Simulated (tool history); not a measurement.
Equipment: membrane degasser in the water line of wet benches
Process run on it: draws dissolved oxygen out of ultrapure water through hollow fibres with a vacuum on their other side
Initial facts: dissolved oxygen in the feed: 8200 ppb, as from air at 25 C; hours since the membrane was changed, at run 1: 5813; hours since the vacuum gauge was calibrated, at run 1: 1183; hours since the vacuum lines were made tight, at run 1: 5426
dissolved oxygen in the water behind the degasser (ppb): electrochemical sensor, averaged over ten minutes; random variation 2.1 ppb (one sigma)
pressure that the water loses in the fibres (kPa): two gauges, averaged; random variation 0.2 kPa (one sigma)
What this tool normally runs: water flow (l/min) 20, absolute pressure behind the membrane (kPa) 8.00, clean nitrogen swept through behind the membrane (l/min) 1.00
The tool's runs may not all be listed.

run,hour,water flow (l/min),absolute pressure behind the membrane (kPa),clean nitrogen swept through behind the membrane (l/min),hours since the membrane was changed,hours since the vacuum gauge was calibrated,hours since the vacuum lines were made tight,dissolved oxygen in the water behind the degasser (ppb),pressure that the water loses in the fibres (kPa)
1,0.0,20,8.00,1.00,5813,1183,5426,223.0,46.52
2,147.0,15,8.00,1.00,5960,1330,5573,169.8,35.05
3,297.2,19,8.00,1.00,6111,1480,5723,209.5,44.14
4,428.9,19,8.00,1.00,6242,1612,5855,210.9,44.03
5,559.9,19,8.00,1.00,6373,1743,5986,214.1,44.61
6,741.6,20,8.00,1.00,6555,1924,6167,223.0,46.71
7,855.5,20,8.00,1.00,6669,2038,6281,221.3,46.70
# hour 938.2: seals of the vacuum lines changed
8,980.3,20,8.00,1.00,6792,2161,42,224.0,46.78
9,1097.6,23,6.16,2.34,6909,2278,159,86.3,53.90
10,1343.6,23,6.16,2.34,7155,2524,405,86.6,53.83
# hour 1361.7: vacuum gauge calibrated
11,1537.8,26,8.00,1.00,7349,176,599,304.6,61.03

Run 12 is up next; what results do you expect?
12,1683.8,16,8.00,1.00,7495,322,745,?,?

{"run 12": {"dissolved oxygen in the water behind the degasser (ppb)": 185.2, "pressure that the water loses in the fibres (kPa)": 37.65}}
With the hidden condition absent and the run-to-run variation left alone, this run would have shown dissolved oxygen in the water behind the degasser (ppb) 172.4, pressure that the water loses in the fibres (kPa) 35.99.
